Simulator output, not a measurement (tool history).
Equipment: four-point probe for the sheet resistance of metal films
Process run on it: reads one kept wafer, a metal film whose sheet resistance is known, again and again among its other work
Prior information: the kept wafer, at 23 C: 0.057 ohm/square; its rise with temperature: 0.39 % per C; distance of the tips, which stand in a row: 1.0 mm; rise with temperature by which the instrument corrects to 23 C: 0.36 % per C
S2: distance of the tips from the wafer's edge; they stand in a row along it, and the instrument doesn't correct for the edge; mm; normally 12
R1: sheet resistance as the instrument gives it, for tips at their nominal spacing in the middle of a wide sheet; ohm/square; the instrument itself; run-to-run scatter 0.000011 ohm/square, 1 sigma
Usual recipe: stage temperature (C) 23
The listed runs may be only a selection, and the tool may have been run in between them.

{"run": 1, "day": 0.0, "stage temperature (C)": 23, "S2": 12, "R1": 0.056876}
{"run": 2, "day": 1.033, "stage temperature (C)": 23, "S2": 12, "R1": 0.056854}
{"run": 3, "day": 2.358, "stage temperature (C)": 23, "S2": 12, "R1": 0.056858}
{"run": 4, "day": 3.854, "stage temperature (C)": 20, "S2": 12, "R1": 0.0568}
{"run": 5, "day": 5.433, "stage temperature (C)": 23, "S2": 12, "R1": 0.056843}
{"run": 6, "day": 6.912, "stage temperature (C)": 23, "S2": 12, "R1": 0.056843}
{"run": 7, "day": 7.762, "stage temperature (C)": 23, "S2": 12, "R1": 0.056817}
{"run": 8, "day": 8.538, "stage temperature (C)": 23, "S2": 10, "R1": 0.056931}
{"run": 9, "day": 9.642, "stage temperature (C)": 23, "S2": 12, "R1": 0.056818}
{"run": 10, "day": 10.958, "stage temperature (C)": 23, "S2": 12, "R1": 0.056813}
{"run": 11, "day": 12.05, "stage temperature (C)": 30, "S2": 12, "R1": 0.056944}
{"run": 12, "day": 13.333, "stage temperature (C)": 30, "S2": 3, "R1": 0.059921}
{"run": 13, "day": 14.333, "stage temperature (C)": 26, "S2": 59, "R1": 0.056662}
{"run": 14, "day": 15.792, "stage temperature (C)": 33, "S2": 8, "R1": 0.057271}
{"run": 15, "day": 16.462, "stage temperature (C)": 33, "S2": 8, "R1": 0.057255}
{"run": 16, "day": 17.45, "stage temperature (C)": 26, "S2": 8, "R1": 0.057118}
{"run": 17, "day": 18.242, "stage temperature (C)": 28, "S2": 5, "R1": 0.057891}
{"run": 18, "day": 19.65, "stage temperature (C)": 18, "S2": 24, "R1": 0.056561}
{"run": 19, "day": 21.033, "stage temperature (C)": 18, "S2": 24, "R1": 0.056541}
{"run": 20, "day": 22.275, "stage temperature (C)": 30, "S2": 9, "R1": 0.057087}
{"day": 23.217, "done": "stage's thermometer calibrated"}
{"run": 21, "day": 23.633, "stage temperature (C)": 22, "S2": 6, "R1": 0.057592}
{"run": 22, "day": 25.154, "stage temperature (C)": 23, "S2": 4, "R1": 0.058616}

Branching from run 22: 5 alternative next runs. What would each branch give?
{"run": "A", "day": 25.996, "stage temperature (C)": 22, "S2": 24, "R1": "?"}
{"run": "B", "day": 25.996, "stage temperature (C)": 23, "S2": 46, "R1": "?"}
{"run": "C", "day": 25.996, "stage temperature (C)": 23, "S2": 9, "R1": "?"}
{"run": "D", "day": 25.996, "stage temperature (C)": 35, "S2": 4, "R1": "?"}
{"run": "E", "day": 25.996, "stage temperature (C)": 28, "S2": 4, "R1": "?"}

run=A R1=0.056766
run=B R1=0.056765
run=C R1=0.057107
run=D R1=0.058779
run=E R1=0.058696
With the hidden condition removed and each run's random variation left untouched, the same runs would have given:
run=A R1=0.057022
run=B R1=0.057022
run=C R1=0.057365
run=D R1=0.059044
run=E R1=0.058961
